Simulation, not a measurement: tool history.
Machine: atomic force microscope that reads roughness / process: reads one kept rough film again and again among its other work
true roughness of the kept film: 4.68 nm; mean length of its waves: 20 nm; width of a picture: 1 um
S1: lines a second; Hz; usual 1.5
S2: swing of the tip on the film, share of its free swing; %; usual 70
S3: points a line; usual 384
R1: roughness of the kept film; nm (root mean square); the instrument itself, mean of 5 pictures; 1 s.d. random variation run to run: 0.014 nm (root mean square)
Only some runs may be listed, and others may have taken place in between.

run	hour	S1	S2	S3	R1
1	0	1.5	70	384	3.462
2	8.9	1.5	70	590	3.519
3	14.9	1.5	70	384	3.478
4	19.1	1.5	70	384	3.47
5	26.4	1.5	70	384	3.456
# hour 30.2: new tip fitted
6	31.1	1.5	70	384	3.487
7	36	1.5	70	384	3.479
8	44.6	1.5	70	384	3.451
9	53.5	1.5	70	384	3.473
10	59.5	1.5	70	528	3.493
11	68.2	1.07	70	384	3.554
12	73.9	1.5	68	384	3.519
13	77.8	1.5	56	384	3.616
14	86.6	1.5	61	384	3.563
15	93.7	1.92	70	384	3.404
16	100.4	1.92	70	384	3.391
17	106.8	1.92	70	384	3.412
18	113.1	1.5	70	384	3.491
19	117.2	1.5	70	384	3.484
20	125.6	1.5	57	349	3.589
21	130.4	1.4	79	309	3.315
22	137.8	1.4	79	309	3.279
23	145.2	1.28	60	309	3.547
24	149.4	1.28	60	309	3.579
# hour 150.7: new tip fitted
25	158.4	0.51	84	879	3.59
26	164.6	0.51	84	879	3.627
27	170.4	0.98	89	293	3.255
28	174.8	0.98	89	293	3.258
29	181.2	1.02	70	958	3.614
30	185.3	1.02	70	958	3.621
31	190.3	0.9	57	848	3.721
32	199.4	0.97	61	848	3.69
33	203.6	1.5	81	311	3.252
34	211.1	1.5	81	311	3.252
35	219.8	1.5	81	311	3.261
36	229.1	1.5	81	311	3.255

3 options for the next run, each taken on its own from the tool as it stands now. Forecast them:
A	237.4	0.58	62	297	?
B	237.4	1.01	90	393	?
C	237.4	1.19	85	384	?

run	R1
A	3.623
B	3.259
C	3.317
With the hidden condition removed and each run's random variation left untouched, the same runs would have given:
run	R1
A	3.634
B	3.269
C	3.327
